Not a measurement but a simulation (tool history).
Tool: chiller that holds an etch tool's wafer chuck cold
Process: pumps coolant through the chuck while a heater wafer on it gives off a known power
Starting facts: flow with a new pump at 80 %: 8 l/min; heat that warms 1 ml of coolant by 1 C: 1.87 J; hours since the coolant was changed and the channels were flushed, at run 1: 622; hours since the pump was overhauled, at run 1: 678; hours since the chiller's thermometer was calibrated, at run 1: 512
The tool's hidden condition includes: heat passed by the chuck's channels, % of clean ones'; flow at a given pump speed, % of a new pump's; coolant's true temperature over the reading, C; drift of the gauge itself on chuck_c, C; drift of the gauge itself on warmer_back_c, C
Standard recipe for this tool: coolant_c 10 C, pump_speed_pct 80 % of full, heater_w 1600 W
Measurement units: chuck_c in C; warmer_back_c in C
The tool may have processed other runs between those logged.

| run | hour | coolant_c | pump_speed_pct | heater_w | hours since the coolant was changed and the channels were flushed | hours since the pump was overhauled | hours since the chiller's thermometer was calibrated | chuck_c | warmer_back_c |
|---|---|---|---|---|---|---|---|---|---|
| 1 | 0.0 | 10 | 80 | 1600 | 622 | 678 | 512 | 24.8 | 6.42 |
| 2 | 28.0 | 10 | 80 | 1600 | 650 | 706 | 540 | 25.0 | 6.39 |
| 3 | 68.9 | 10 | 80 | 1600 | 691 | 747 | 581 | 24.9 | 6.35 |
| 4 | 124.9 | 10 | 80 | 1600 | 747 | 803 | 637 | 24.9 | 6.36 |
| 5 | 172.0 | 10 | 80 | 1600 | 794 | 850 | 684 | 24.9 | 6.29 |
| 6 | 212.8 | 10 | 80 | 1600 | 835 | 891 | 725 | 24.9 | 6.36 |
| 7 | 271.4 | 10 | 80 | 1875 | 894 | 949 | 784 | 27.5 | 7.45 |
| 8 | 326.3 | 6 | 63 | 915 | 949 | 1004 | 839 | 16.2 | 4.51 |
| 9 | 351.8 | 16 | 81 | 1375 | 974 | 1030 | 864 | 28.7 | 5.34 |
| 10 | 397.1 | 12 | 66 | 1600 | 1019 | 1075 | 910 | 29.1 | 7.59 |
| 11 | 424.7 | 12 | 91 | 1507 | 1047 | 1103 | 937 | 24.8 | 5.20 |
| 12 | 454.0 | 2 | 88 | 1600 | 1076 | 1132 | 966 | 15.9 | 5.64 |
| 13 | 513.6 | 2 | 88 | 1600 | 1136 | 1192 | 1026 | 15.7 | 5.60 |

3 options for the next run, each taken on its own from the tool as it stands now. Forecast them:
| A | 544.1 | 8 | 97 | 922 | 1166 | 1222 | 1056 | ? | ? |
| B | 544.1 | 9 | 80 | 1600 | 1166 | 1222 | 1056 | ? | ? |
| C | 544.1 | 12 | 68 | 1874 | 1166 | 1222 | 1056 | ? | ? |

| run | chuck_c | warmer_back_c |
|---|---|---|
| A | 15.6 | 2.85 |
| B | 23.9 | 6.19 |
| C | 31.7 | 8.58 |
Take away the tool's hidden state, keep each run's random variation, and the runs would have read:
| run | chuck_c | warmer_back_c |
|---|---|---|
| A | 15.6 | 3.07 |
| B | 23.9 | 6.41 |
| C | 31.7 | 8.80 |
